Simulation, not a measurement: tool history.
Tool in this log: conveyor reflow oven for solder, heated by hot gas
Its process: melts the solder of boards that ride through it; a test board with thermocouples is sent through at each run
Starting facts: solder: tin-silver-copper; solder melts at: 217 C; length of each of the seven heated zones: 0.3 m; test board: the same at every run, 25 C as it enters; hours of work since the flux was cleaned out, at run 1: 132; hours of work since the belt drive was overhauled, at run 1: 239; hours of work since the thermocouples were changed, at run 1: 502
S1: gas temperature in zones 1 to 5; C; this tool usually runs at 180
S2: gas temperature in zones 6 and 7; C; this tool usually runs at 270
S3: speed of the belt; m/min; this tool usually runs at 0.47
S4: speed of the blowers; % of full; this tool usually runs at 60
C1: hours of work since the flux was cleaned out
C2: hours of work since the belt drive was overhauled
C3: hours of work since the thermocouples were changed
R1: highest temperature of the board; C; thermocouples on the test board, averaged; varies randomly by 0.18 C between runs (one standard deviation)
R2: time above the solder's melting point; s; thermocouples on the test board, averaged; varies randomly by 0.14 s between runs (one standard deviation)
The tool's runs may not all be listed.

{"run": 1, "hour": 0.0, "S1": 180, "S2": 270, "S3": 0.47, "S4": 60, "C1": 132, "C2": 239, "C3": 502, "R1": 254, "R2": 61.2}
{"run": 2, "hour": 4.8, "S1": 180, "S2": 270, "S3": 0.47, "S4": 60, "C1": 135, "C2": 242, "C3": 505, "R1": 254.1, "R2": 61.2}
{"run": 3, "hour": 10.7, "S1": 180, "S2": 270, "S3": 0.47, "S4": 60, "C1": 139, "C2": 246, "C3": 508, "R1": 253.9, "R2": 61.3}
{"run": 4, "hour": 19.8, "S1": 194, "S2": 270, "S3": 0.47, "S4": 60, "C1": 145, "C2": 251, "C3": 514, "R1": 256.1, "R2": 68.9}
{"run": 5, "hour": 29.4, "S1": 194, "S2": 270, "S3": 0.47, "S4": 60, "C1": 150, "C2": 257, "C3": 520, "R1": 256.5, "R2": 68.7}
{"run": 6, "hour": 38.1, "S1": 194, "S2": 270, "S3": 0.47, "S4": 60, "C1": 156, "C2": 262, "C3": 525, "R1": 256.3, "R2": 68.9}
{"run": 7, "hour": 46.3, "S1": 194, "S2": 270, "S3": 0.47, "S4": 60, "C1": 161, "C2": 267, "C3": 530, "R1": 256.1, "R2": 68.7}
{"run": 8, "hour": 52.6, "S1": 180, "S2": 270, "S3": 0.47, "S4": 60, "C1": 165, "C2": 271, "C3": 534, "R1": 253.6, "R2": 60.8}
{"run": 9, "hour": 61.2, "S1": 180, "S2": 270, "S3": 0.47, "S4": 60, "C1": 170, "C2": 276, "C3": 539, "R1": 253.7, "R2": 60.9}
{"run": 10, "hour": 71.7, "S1": 180, "S2": 270, "S3": 0.47, "S4": 60, "C1": 176, "C2": 283, "C3": 545, "R1": 253.7, "R2": 60.7}
{"run": 11, "hour": 82.5, "S1": 180, "S2": 270, "S3": 0.47, "S4": 60, "C1": 183, "C2": 289, "C3": 552, "R1": 253.6, "R2": 60.8}
{"run": 12, "hour": 91.8, "S1": 180, "S2": 270, "S3": 0.47, "S4": 60, "C1": 189, "C2": 295, "C3": 558, "R1": 253.6, "R2": 60.8}
{"run": 13, "hour": 101.5, "S1": 180, "S2": 270, "S3": 0.47, "S4": 60, "C1": 194, "C2": 301, "C3": 564, "R1": 253.5, "R2": 60.8}
{"run": 14, "hour": 111.2, "S1": 180, "S2": 270, "S3": 0.47, "S4": 60, "C1": 200, "C2": 307, "C3": 570, "R1": 253.1, "R2": 60.5}
{"run": 15, "hour": 117.9, "S1": 180, "S2": 270, "S3": 0.47, "S4": 60, "C1": 204, "C2": 311, "C3": 574, "R1": 253.5, "R2": 60.6}

What does the tool deliver on the next run?
{"hour": 127.1, "done": "flux residue cleaned out of gas plates and filters"}
{"run": 16, "hour": 127.7, "S1": 180, "S2": 270, "S3": 0.47, "S4": 60, "C1": 0, "C2": 314, "C3": 577, "R1": "?", "R2": "?"}

R1: 254.9 C
R2: 62 s
Take away the tool's hidden state, keep the run-to-run variation as it was, and the same run would have given R1 255.7 C, R2 62 s.
